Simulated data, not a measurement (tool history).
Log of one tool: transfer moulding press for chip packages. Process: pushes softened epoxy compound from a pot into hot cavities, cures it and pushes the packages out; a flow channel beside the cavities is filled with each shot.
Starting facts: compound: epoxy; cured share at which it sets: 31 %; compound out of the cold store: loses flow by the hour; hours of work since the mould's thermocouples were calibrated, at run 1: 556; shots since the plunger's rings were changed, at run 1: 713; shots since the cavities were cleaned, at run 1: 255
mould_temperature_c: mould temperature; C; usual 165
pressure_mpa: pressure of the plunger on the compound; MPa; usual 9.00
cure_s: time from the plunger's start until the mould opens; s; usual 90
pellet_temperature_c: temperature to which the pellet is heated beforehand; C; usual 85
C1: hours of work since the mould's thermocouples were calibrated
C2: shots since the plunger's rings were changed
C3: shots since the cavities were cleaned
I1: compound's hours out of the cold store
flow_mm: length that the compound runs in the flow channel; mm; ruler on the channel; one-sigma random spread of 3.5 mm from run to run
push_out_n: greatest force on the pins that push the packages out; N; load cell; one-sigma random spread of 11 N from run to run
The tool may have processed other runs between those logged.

run 1 day=0.000 | mould_temperature_c=165 pressure_mpa=9.00 cure_s=90 pellet_temperature_c=85 | C1=556 C2=713 C3=255 | I1=23.2 | flow_mm=802 push_out_n=1013
-- day=0.921 mould's thermocouples calibrated
-- day=1.529 cavities cleaned with cleaning compound and waxed
run 2 day=2.004 | mould_temperature_c=165 pressure_mpa=9.00 cure_s=90 pellet_temperature_c=85 | C1=10 C2=1049 C3=86 | I1=25.2 | flow_mm=796 push_out_n=719
-- day=4.188 cavities cleaned with cleaning compound and waxed
run 3 day=4.833 | mould_temperature_c=161 pressure_mpa=9.00 cure_s=90 pellet_temperature_c=85 | C1=38 C2=1551 C3=117 | I1=45.3 | flow_mm=744 push_out_n=934
-- day=6.925 cavities cleaned with cleaning compound and waxed
run 4 day=8.042 | mould_temperature_c=161 pressure_mpa=9.00 cure_s=90 pellet_temperature_c=85 | C1=70 C2=2121 C3=203 | I1=14.4 | flow_mm=828 push_out_n=1231
-- day=9.608 cavities cleaned with cleaning compound and waxed
run 5 day=10.229 | mould_temperature_c=165 pressure_mpa=9.00 cure_s=126 pellet_temperature_c=85 | C1=91 C2=2506 C3=113 | I1=32.4 | flow_mm=760 push_out_n=426
run 6 day=11.958 | mould_temperature_c=165 pressure_mpa=9.00 cure_s=126 pellet_temperature_c=85 | C1=109 C2=2819 C3=426 | I1=23.6 | flow_mm=783 push_out_n=644
-- day=12.225 cavities cleaned with cleaning compound and waxed
-- day=14.900 cavities cleaned with cleaning compound and waxed
run 7 day=15.242 | mould_temperature_c=165 pressure_mpa=9.00 cure_s=126 pellet_temperature_c=85 | C1=141 C2=3391 C3=62 | I1=25.2 | flow_mm=774 push_out_n=412
-- day=17.546 cavities cleaned with cleaning compound and waxed
run 8 day=17.975 | mould_temperature_c=165 pressure_mpa=9.00 cure_s=106 pellet_temperature_c=85 | C1=168 C2=3875 C3=78 | I1=21.3 | flow_mm=777 push_out_n=497
-- day=19.692 plunger's sealing rings changed
-- day=20.246 cavities cleaned with cleaning compound and waxed
run 9 day=21.188 | mould_temperature_c=165 pressure_mpa=9.00 cure_s=106 pellet_temperature_c=85 | C1=198 C2=259 C3=170 | I1=24.0 | flow_mm=807 push_out_n=602
-- day=23.029 cavities cleaned with cleaning compound and waxed
run 10 day=23.992 | mould_temperature_c=165 pressure_mpa=9.00 cure_s=90 pellet_temperature_c=85 | C1=226 C2=756 C3=174 | I1=44.5 | flow_mm=740 push_out_n=809
-- day=25.650 cavities cleaned with cleaning compound and waxed
run 11 day=26.892 | mould_temperature_c=165 pressure_mpa=9.00 cure_s=90 pellet_temperature_c=85 | C1=255 C2=1270 C3=224 | I1=16.0 | flow_mm=816 push_out_n=887
-- day=28.362 cavities cleaned with cleaning compound and waxed
run 12 day=28.812 | mould_temperature_c=165 pressure_mpa=9.00 cure_s=90 pellet_temperature_c=85 | C1=273 C2=1607 C3=82 | I1=46.8 | flow_mm=726 push_out_n=685
run 13 day=30.533 | mould_temperature_c=165 pressure_mpa=9.00 cure_s=90 pellet_temperature_c=85 | C1=291 C2=1918 C3=393 | I1=9.8 | flow_mm=837 push_out_n=1053
-- day=30.975 cavities cleaned with cleaning compound and waxed
run 14 day=33.350 | mould_temperature_c=165 pressure_mpa=10.18 cure_s=101 pellet_temperature_c=88 | C1=318 C2=2417 C3=429 | I1=40.1 | flow_mm=787 push_out_n=802
-- day=33.654 cavities cleaned with cleaning compound and waxed
run 15 day=35.700 | mould_temperature_c=165 pressure_mpa=7.15 cure_s=90 pellet_temperature_c=85 | C1=342 C2=2832 C3=371 | I1=14.1 | flow_mm=722 push_out_n=1052
-- day=36.333 cavities cleaned with cleaning compound and waxed
run 16 day=38.354 | mould_temperature_c=165 pressure_mpa=9.50 cure_s=90 pellet_temperature_c=85 | C1=368 C2=3302 C3=367 | I1=10.4 | flow_mm=840 push_out_n=1085
-- day=39.129 cavities cleaned with cleaning compound and waxed
run 17 day=40.033 | mould_temperature_c=165 pressure_mpa=10.24 cure_s=90 pellet_temperature_c=75 | C1=384 C2=3595 C3=164 | I1=36.5 | flow_mm=787 push_out_n=851
run 18 day=41.625 | mould_temperature_c=165 pressure_mpa=9.66 cure_s=90 pellet_temperature_c=75 | C1=400 C2=3883 C3=452 | I1=24.5 | flow_mm=800 push_out_n=1140
-- day=41.829 cavities cleaned with cleaning compound and waxed
-- day=43.317 plunger's sealing rings changed
run 19 day=43.900 | mould_temperature_c=159 pressure_mpa=9.66 cure_s=114 pellet_temperature_c=75 | C1=421 C2=106 C3=356 | I1=47.6 | flow_mm=787 push_out_n=892
-- day=44.654 cavities cleaned with cleaning compound and waxed
run 20 day=45.321 | mould_temperature_c=165 pressure_mpa=7.11 cure_s=125 pellet_temperature_c=87 | C1=435 C2=352 C3=121 | I1=36.9 | flow_mm=686 push_out_n=459
-- day=47.425 cavities cleaned with cleaning compound and waxed
run 21 day=48.379 | mould_temperature_c=165 pressure_mpa=7.11 cure_s=125 pellet_temperature_c=87 | C1=465 C2=895 C3=173 | I1=22.1 | flow_mm=716 push_out_n=487

Some steps in flow_mm, run to run, broken into two amounts with sign: the step expected even without the hidden condition (settings, incoming material, random variation), and the rest, left for the hidden condition together with whatever gauge scatter is not in both the measured and the hidden-condition-free result:
The tool's hidden condition here consists of: true mould temperature over the reading, C; pressure that reaches the compound, % of what is set; grip of the stained cavities, % over clean ones'; drift of the gauge itself on flow_mm, %; drift of the gauge itself on push_out_n, %.
Run 8 -> 9: plunger's sealing rings changed, cavities cleaned with cleaning compound and waxed. flow_mm +30 mm: hidden state +35, all else -5.
Run 12 -> 13: settings left as they were, no log entry in between. flow_mm +111 mm: hidden state -5, all else +116.
Run 15 -> 16: pressure_mpa 7.15 -> 9.50, cavities cleaned with cleaning compound and waxed. flow_mm +118 mm: hidden state -9, all else +127.
Run 18 -> 19: mould_temperature_c 165 -> 159, cure_s 90 -> 114, cavities cleaned with cleaning compound and waxed, plunger's sealing rings changed. flow_mm -13 mm: hidden state +42, all else -55.

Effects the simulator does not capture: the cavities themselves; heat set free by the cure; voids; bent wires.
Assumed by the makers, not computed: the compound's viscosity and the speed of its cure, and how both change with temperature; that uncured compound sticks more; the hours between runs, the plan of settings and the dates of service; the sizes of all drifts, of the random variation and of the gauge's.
